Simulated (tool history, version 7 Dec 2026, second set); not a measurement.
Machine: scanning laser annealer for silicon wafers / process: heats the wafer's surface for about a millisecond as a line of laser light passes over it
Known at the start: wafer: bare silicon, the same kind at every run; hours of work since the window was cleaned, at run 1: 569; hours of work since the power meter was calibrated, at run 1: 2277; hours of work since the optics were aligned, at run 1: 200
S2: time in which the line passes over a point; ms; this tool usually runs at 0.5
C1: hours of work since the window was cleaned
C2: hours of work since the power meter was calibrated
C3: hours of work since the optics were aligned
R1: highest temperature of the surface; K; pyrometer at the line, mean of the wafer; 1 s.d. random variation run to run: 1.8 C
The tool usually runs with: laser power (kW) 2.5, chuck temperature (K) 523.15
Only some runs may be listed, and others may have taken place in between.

Run 1, hour 0: usual settings; C1 569; C2 2277; C3 200. Result: R1 1242.15 K.
Run 2, hour 47.1: usual settings but laser power (kW) 2.295; C1 603; C2 2312; C3 234. Result: R1 1165.15 K.
Run 3, hour 115: usual settings but laser power (kW) 2.295; C1 652; C2 2361; C3 284. Result: R1 1164.15 K.
Run 4, hour 158.8: usual settings but laser power (kW) 2.385; C1 684; C2 2393; C3 315. Result: R1 1190.15 K.
At hour 168.6: window over the wafer cleaned.
Run 5, hour 221.4: usual settings but laser power (kW) 2.385; C1 38; C2 2437; C3 359. Result: R1 1231.15 K.
Run 6, hour 264: usual settings but laser power (kW) 2.385; C1 69; C2 2468; C3 390. Result: R1 1230.15 K.
Run 7, hour 331.3: usual settings but S2 0.592 ms, chuck temperature (K) 551.15; C1 118; C2 2516; C3 439. Result: R1 1372.15 K.
Run 8, hour 391.9: usual settings but S2 0.592 ms, chuck temperature (K) 551.15; C1 162; C2 2560; C3 483. Result: R1 1370.15 K.
Run 9, hour 458.4: usual settings but S2 0.592 ms, chuck temperature (K) 551.15; C1 210; C2 2609; C3 531. Result: R1 1364.15 K.
Run 10, hour 537.5: usual settings but laser power (kW) 2.402, S2 0.406 ms, chuck temperature (K) 483.15; C1 268; C2 2666; C3 589. Result: R1 1106.15 K.
Run 11, hour 609: usual settings but laser power (kW) 2.402, S2 0.406 ms, chuck temperature (K) 483.15; C1 320; C2 2718; C3 641. Result: R1 1098.15 K.
Run 12, hour 667.4: usual settings but laser power (kW) 2.402, S2 0.406 ms, chuck temperature (K) 483.15; C1 362; C2 2760; C3 683. Result: R1 1098.15 K.

Below are 5 alternative next runs, each starting from the tool's condition after run 12. Predict each:
Run A, hour 713.1: usual settings but laser power (kW) 2.514, S2 0.406 ms, chuck temperature (K) 483.15; C1 395; C2 2793; C3 716. Result: R1 ?.
Run B, hour 713.1: usual settings but laser power (kW) 2.57, chuck temperature (K) 505.15; C1 395; C2 2793; C3 716. Result: R1 ?.
Run C, hour 713.1: usual settings but laser power (kW) 2.402, S2 0.378 ms, chuck temperature (K) 549.15; C1 395; C2 2793; C3 716. Result: R1 ?.
Run D, hour 713.1: usual settings but S2 0.594 ms; C1 395; C2 2793; C3 716. Result: R1 ?.
Run E, hour 713.1: usual settings but laser power (kW) 2.465, S2 0.352 ms, chuck temperature (K) 483.15; C1 395; C2 2793; C3 716. Result: R1 ?.

run       R1
  A  1130.15
  B  1250.15
  C  1138.15
  D  1318.15
  E  1066.15
What these runs would have given with no unlogged condition in the tool:
run       R1
  A  1180.15
  B  1307.15
  C  1183.15
  D  1379.15
  E  1111.15

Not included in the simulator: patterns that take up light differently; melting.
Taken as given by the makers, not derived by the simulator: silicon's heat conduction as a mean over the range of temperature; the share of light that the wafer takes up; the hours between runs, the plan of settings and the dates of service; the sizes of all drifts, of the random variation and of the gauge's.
